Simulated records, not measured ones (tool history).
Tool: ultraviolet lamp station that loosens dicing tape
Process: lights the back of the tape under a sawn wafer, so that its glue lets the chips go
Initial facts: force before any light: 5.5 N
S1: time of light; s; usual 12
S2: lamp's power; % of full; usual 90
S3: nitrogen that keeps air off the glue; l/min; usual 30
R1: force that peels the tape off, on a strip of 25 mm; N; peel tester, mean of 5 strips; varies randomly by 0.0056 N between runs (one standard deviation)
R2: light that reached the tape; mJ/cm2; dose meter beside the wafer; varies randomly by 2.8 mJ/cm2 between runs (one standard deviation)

run	hour	S1	S2	S3	R1	R2
1	0	12	90	30	0.367	231
2	53.8	12	90	30	0.386	231
3	90.1	12	77	30	0.541	189
# hour 113.3: window cleaned of glue's vapour
4	134.1	12	76	30	0.768	161
5	167.1	12	76	30	0.806	162
6	232.1	12	76	30	0.835	156
7	295	12	76	30	0.897	146
8	346.9	12	76	30	0.964	144
9	404.5	12	90	30	0.757	164
10	475	18	90	30	0.359	233
11	526.8	18	90	30	0.386	221
# hour 556.8: window cleaned of glue's vapour, once more
12	557.9	6	84	21	1.726	113
13	593.2	22	60	9	0.729	272
14	664.8	22	60	9	0.784	267
15	733.9	16	82	49	0.204	253
# hour 790: lamp changed
16	803.6	15	93	15	0.161	468
17	870.2	18	90	47	0.081	520
18	902.3	12	64	30	0.324	243

Predict each of these 5 candidate next runs independently; none follows another, all start after run 18:
A	932.2	20	65	55	?	?
B	932.2	6	90	26	?	?
C	932.2	20	64	11	?	?
D	932.2	11	90	30	?	?
E	932.2	11	82	50	?	?

run	R1	R2
A	0.09	406
B	0.767	162
C	0.285	400
D	0.192	309
E	0.159	283
Had the tool no hidden state, the same runs would have come out as:
run	R1	R2
A	0.084	471
B	0.578	188
C	0.203	463
D	0.144	358
E	0.123	327
